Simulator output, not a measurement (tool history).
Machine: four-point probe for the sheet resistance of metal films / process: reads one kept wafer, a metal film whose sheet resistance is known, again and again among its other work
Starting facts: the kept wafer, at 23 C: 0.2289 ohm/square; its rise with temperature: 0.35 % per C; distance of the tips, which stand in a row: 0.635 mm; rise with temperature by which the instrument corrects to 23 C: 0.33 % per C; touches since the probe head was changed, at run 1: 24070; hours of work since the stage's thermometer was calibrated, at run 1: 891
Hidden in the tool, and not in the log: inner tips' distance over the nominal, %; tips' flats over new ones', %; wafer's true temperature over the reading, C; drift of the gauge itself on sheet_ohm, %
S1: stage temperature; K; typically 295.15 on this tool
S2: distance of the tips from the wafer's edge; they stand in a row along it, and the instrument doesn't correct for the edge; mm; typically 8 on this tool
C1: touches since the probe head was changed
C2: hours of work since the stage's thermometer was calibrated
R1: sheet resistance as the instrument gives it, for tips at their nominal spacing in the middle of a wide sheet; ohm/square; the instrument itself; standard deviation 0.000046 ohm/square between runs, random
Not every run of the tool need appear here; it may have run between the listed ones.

run 1 day=0.000 | S1=295.15 S2=8 | C1=24070 C2=891 | R1=0.230095
run 2 day=1.438 | S1=291.15 S2=8 | C1=24751 C2=912 | R1=0.229924
run 3 day=3.008 | S1=291.15 S2=8 | C1=25498 C2=934 | R1=0.230004
run 4 day=5.612 | S1=291.15 S2=8 | C1=26733 C2=972 | R1=0.230043
run 5 day=7.954 | S1=292.15 S2=8 | C1=27843 C2=1006 | R1=0.230099
run 6 day=10.329 | S1=292.15 S2=8 | C1=28970 C2=1040 | R1=0.230070
run 7 day=12.446 | S1=308.15 S2=8 | C1=29974 C2=1071 | R1=0.230812
run 8 day=14.375 | S1=295.15 S2=8 | C1=30889 C2=1099 | R1=0.230264
run 9 day=15.767 | S1=295.15 S2=8 | C1=31548 C2=1119 | R1=0.230330
run 10 day=17.588 | S1=297.15 S2=8 | C1=32414 C2=1145 | R1=0.230400
run 11 day=20.021 | S1=291.15 S2=8 | C1=33567 C2=1181 | R1=0.230216
run 12 day=21.662 | S1=295.15 S2=8 | C1=34346 C2=1204 | R1=0.230428
run 13 day=24.246 | S1=295.15 S2=8 | C1=35572 C2=1242 | R1=0.230429
run 14 day=26.842 | S1=295.15 S2=8 | C1=36804 C2=1279 | R1=0.230447
run 15 day=28.546 | S1=295.15 S2=8 | C1=37611 C2=1304 | R1=0.230468
run 16 day=31.262 | S1=295.15 S2=42 | C1=38900 C2=1343 | R1=0.229738
run 17 day=32.817 | S1=295.15 S2=53 | C1=39638 C2=1366 | R1=0.229761
run 18 day=35.383 | S1=295.15 S2=53 | C1=40855 C2=1403 | R1=0.229753
run 19 day=37.654 | S1=295.15 S2=53 | C1=41931 C2=1436 | R1=0.229784
run 20 day=38.812 | S1=295.15 S2=53 | C1=42482 C2=1453 | R1=0.229767
run 21 day=40.717 | S1=304.15 S2=61 | C1=43384 C2=1480 | R1=0.230189
run 22 day=42.217 | S1=295.15 S2=25 | C1=44097 C2=1502 | R1=0.229967
run 23 day=43.400 | S1=295.15 S2=25 | C1=44657 C2=1519 | R1=0.229981
run 24 day=45.679 | S1=293.15 S2=8 | C1=45740 C2=1552 | R1=0.230598
run 25 day=48.133 | S1=291.15 S2=45 | C1=46904 C2=1588 | R1=0.229800
run 26 day=49.550 | S1=302.15 S2=13 | C1=47576 C2=1608 | R1=0.230516
run 27 day=51.138 | S1=302.15 S2=20 | C1=48328 C2=1631 | R1=0.230438
run 28 day=53.417 | S1=298.15 S2=71 | C1=49409 C2=1664 | R1=0.230154
run 29 day=56.050 | S1=302.15 S2=22 | C1=50659 C2=1702 | R1=0.230472
run 30 day=57.471 | S1=302.15 S2=22 | C1=51332 C2=1723 | R1=0.230477
run 31 day=58.754 | S1=302.15 S2=24 | C1=51942 C2=1741 | R1=0.230477
run 32 day=61.154 | S1=298.15 S2=4 | C1=53080 C2=1776 | R1=0.233373
run 33 day=62.321 | S1=298.15 S2=4 | C1=53634 C2=1793 | R1=0.233385
run 34 day=64.283 | S1=294.15 S2=7 | C1=54565 C2=1822 | R1=0.231134
run 35 day=66.288 | S1=294.15 S2=8 | C1=55516 C2=1851 | R1=0.231038
run 36 day=68.175 | S1=297.15 S2=23 | C1=56411 C2=1878 | R1=0.230390
run 37 day=70.058 | S1=292.15 S2=23 | C1=57305 C2=1905 | R1=0.230150
run 38 day=71.450 | S1=292.15 S2=4 | C1=57964 C2=1925 | R1=0.233286
run 39 day=73.008 | S1=292.15 S2=25 | C1=58703 C2=1948 | R1=0.230315
run 40 day=74.700 | S1=295.15 S2=3 | C1=59505 C2=1972 | R1=0.235648

Each run again, without the hidden state but with its own random variation kept:
run=1 R1=0.229610
run=2 R1=0.229418
run=3 R1=0.229477
run=4 R1=0.229483
run=5 R1=0.229510
run=6 R1=0.229452
run=7 R1=0.230180
run=8 R1=0.229596
run=9 R1=0.229644
run=10 R1=0.229693
run=11 R1=0.229470
run=12 R1=0.229665
run=13 R1=0.229631
run=14 R1=0.229617
run=15 R1=0.229617
run=16 R1=0.228854
run=17 R1=0.228858
run=18 R1=0.228820
run=19 R1=0.228821
run=20 R1=0.228789
run=21 R1=0.229199
run=22 R1=0.228947
run=23 R1=0.228944
run=24 R1=0.229528
run=25 R1=0.228700
run=26 R1=0.229413
run=27 R1=0.229314
run=28 R1=0.228998
run=29 R1=0.229287
run=30 R1=0.229274
run=31 R1=0.229258
run=32 R1=0.232101
run=33 R1=0.232099
run=34 R1=0.229828
run=35 R1=0.229706
run=36 R1=0.229044
run=37 R1=0.228773
run=38 R1=0.231871
run=39 R1=0.228898
run=40 R1=0.234184
